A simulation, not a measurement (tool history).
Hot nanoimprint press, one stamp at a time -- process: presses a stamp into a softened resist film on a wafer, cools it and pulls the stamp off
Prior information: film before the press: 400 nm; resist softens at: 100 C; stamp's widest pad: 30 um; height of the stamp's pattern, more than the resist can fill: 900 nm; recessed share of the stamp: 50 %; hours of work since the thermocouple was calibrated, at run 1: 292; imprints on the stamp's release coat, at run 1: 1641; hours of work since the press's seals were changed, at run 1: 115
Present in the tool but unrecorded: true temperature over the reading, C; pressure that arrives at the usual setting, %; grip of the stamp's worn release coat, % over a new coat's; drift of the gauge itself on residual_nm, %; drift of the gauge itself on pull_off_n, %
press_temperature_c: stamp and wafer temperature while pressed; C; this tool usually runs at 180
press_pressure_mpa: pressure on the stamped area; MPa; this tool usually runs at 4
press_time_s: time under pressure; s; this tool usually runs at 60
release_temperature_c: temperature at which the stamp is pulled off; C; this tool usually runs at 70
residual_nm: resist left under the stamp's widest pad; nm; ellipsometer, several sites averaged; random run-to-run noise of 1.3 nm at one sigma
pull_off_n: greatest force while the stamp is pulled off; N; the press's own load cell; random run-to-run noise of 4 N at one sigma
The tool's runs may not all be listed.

run   hour  press_temperature_c  press_pressure_mpa  press_time_s  release_temperature_c  hours of work since the thermocouple was calibrated  imprints on the stamp's release coat  hours of work since the press's seals were changed  residual_nm  pull_off_n
  1      0                  180                   4            60                     70                                                  292                                  1641                                                 115        207.2         331
  2   16.9                  180                   4            60                     69                                                  299                                  1689                                                 123        209.3         349
  3   24.4                  180                   4            60                     70                                                  303                                  1711                                                 126          210         330
  4   32.5                  180                   4            60                     70                                                  307                                  1734                                                 130        209.2         342
  5   47.2                  180                   4            60                     70                                                  313                                  1776                                                 137        207.7         347
  6   60.4                  180                   4            60                     70                                                  319                                  1813                                                 143        209.8         340
  7   70.5                  180                 3.6            60                     70                                                  324                                  1842                                                 147        222.7         349
  8   81.9                  180                 3.6            60                     70                                                  329                                  1875                                                 152        223.8         350
      93.1  -- stamp cleaned and given a new release coat
  9   95.5                  180                 3.6            60                     70                                                  332                                     7                                                 156        219.4         197
 10  109.8                  180                 3.6            60                     70                                                  339                                    48                                                 162          222         206
 11    126                  180                4.18            39                     73                                                  346                                    94                                                 169        234.2         190
 12  142.7                  180                4.18            58                     73                                                  354                                   142                                                 177        209.6         204
     147.3  -- plate thermocouple calibrated
 13  156.1                  180                3.85            37                     73                                                    4                                   172                                                 182        251.9         204
 14  168.1                  180                5.89            37                     65                                                    9                                   206                                                 187        205.1         230
 15  185.8                  180                5.89            37                     65                                                   17                                   256                                                 195        206.2         229
 16  199.6                  173                4.78            60                     70                                                   24                                   296                                                 201        257.2         223
 17  215.4                  180                2.94            60                     70                                                   31                                   341                                                 209        251.7         228
 18  229.9                  180                2.94            60                     70                                                   37                                   382                                                 215          252         229
     234.6  -- plate thermocouple calibrated, once more
 19    242                  169                6.01            80                     70                                                    3                                   408                                                 219        229.4         229

Per-run results on a tool with no hidden state, each run keeping its own random variation:
run  residual_nm  pull_off_n
  1        196.9         194
  2        198.6         202
  3        199.1         190
  4        198.2         196
  5        196.5         196
  6        198.2         189
  7        210.8         193
  8        211.6         193
  9        207.3         192
 10        209.5         199
 11        220.9         180
 12        196.5         190
 13        233.4         186
 14        186.7         207
 15        187.5         203
 16        235.7         195
 17        232.6         196
 18        232.6         194
 19        226.5         198

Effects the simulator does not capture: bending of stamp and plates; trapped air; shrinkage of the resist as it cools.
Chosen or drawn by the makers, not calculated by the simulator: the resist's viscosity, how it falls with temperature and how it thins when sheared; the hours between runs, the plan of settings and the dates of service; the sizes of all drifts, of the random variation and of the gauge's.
